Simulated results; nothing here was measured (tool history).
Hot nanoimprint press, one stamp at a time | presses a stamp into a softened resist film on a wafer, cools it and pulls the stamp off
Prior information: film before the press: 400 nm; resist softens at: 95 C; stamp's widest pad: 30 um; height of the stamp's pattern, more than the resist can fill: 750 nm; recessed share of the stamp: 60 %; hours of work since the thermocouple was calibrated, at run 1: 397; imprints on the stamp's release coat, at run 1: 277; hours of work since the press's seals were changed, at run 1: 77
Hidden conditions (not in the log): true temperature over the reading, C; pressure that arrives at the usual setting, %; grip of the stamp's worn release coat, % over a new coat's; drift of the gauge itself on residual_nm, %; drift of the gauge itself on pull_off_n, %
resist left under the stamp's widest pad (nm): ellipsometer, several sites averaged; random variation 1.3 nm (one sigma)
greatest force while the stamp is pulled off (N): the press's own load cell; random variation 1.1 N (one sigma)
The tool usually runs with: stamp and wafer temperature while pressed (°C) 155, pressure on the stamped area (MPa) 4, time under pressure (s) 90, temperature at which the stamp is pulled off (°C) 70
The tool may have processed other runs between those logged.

| run | day | stamp and wafer temperature while pressed (°C) | pressure on the stamped area (MPa) | time under pressure (s) | temperature at which the stamp is pulled off (°C) | hours of work since the thermocouple was calibrated | imprints on the stamp's release coat | hours of work since the press's seals were changed | resist left under the stamp's widest pad (nm) | greatest force while the stamp is pulled off (N) |
|---|---|---|---|---|---|---|---|---|---|---|
| 1 | 0 | 155 | 4 | 90 | 70 | 397 | 277 | 77 | 212.1 | 110 |
| 2 | 1.292 | 155 | 4 | 90 | 70 | 419 | 358 | 100 | 213.6 | 111 |
| 3 | 2.471 | 155 | 4 | 90 | 68 | 440 | 432 | 120 | 209.7 | 115 |
| 4 | 3.517 | 155 | 4 | 90 | 70 | 458 | 498 | 139 | 215 | 118 |
| 5 | 4.7 | 155 | 4 | 120 | 70 | 479 | 572 | 159 | 197.2 | 116 |
|  | 4.921 | plate thermocouple calibrated |
|  | 5.812 | stamp cleaned and given a new release coat |
| 6 | 6.112 | 155 | 4 | 120 | 70 | 17 | 19 | 177 | 203.1 | 108 |
| 7 | 7.1 | 155 | 4 | 120 | 70 | 34 | 81 | 195 | 205.6 | 108 |
| 8 | 8.242 | 153 | 4 | 120 | 71 | 54 | 153 | 215 | 220.6 | 108 |
| 9 | 9.562 | 153 | 4 | 120 | 71 | 77 | 236 | 238 | 222.4 | 111 |
| 10 | 10.233 | 155 | 3.89 | 50 | 66 | 89 | 278 | 250 | 270.1 | 114 |
| 11 | 11.15 | 149 | 4.3 | 87 | 61 | 105 | 336 | 266 | 263.6 | 120 |

Branching from run 11: 5 alternative next runs. What would each branch give?
| A | 12.517 | 148 | 5.47 | 73 | 61 | 128 | 422 | 289 | ? | ? |
| B | 12.517 | 152 | 3.82 | 50 | 70 | 128 | 422 | 289 | ? | ? |
| C | 12.517 | 155 | 4.21 | 146 | 69 | 128 | 422 | 289 | ? | ? |
| D | 12.517 | 153 | 4.3 | 87 | 74 | 128 | 422 | 289 | ? | ? |
| E | 12.517 | 161 | 5.49 | 138 | 61 | 128 | 422 | 289 | ? | ? |

| run | resist left under the stamp's widest pad (nm) | greatest force while the stamp is pulled off (N) |
|---|---|---|
| A | 267 | 120 |
| B | 290.7 | 117 |
| C | 190.8 | 119 |
| D | 236.5 | 113 |
| E | 137.2 | 122 |
Stripped of hidden state, with their random variation kept, the same runs would have yielded:
| run | resist left under the stamp's widest pad (nm) | greatest force while the stamp is pulled off (N) |
|---|---|---|
| A | 233.5 | 108 |
| B | 261.8 | 105 |
| C | 164 | 107 |
| D | 206.3 | 102 |
| E | 117.9 | 110 |
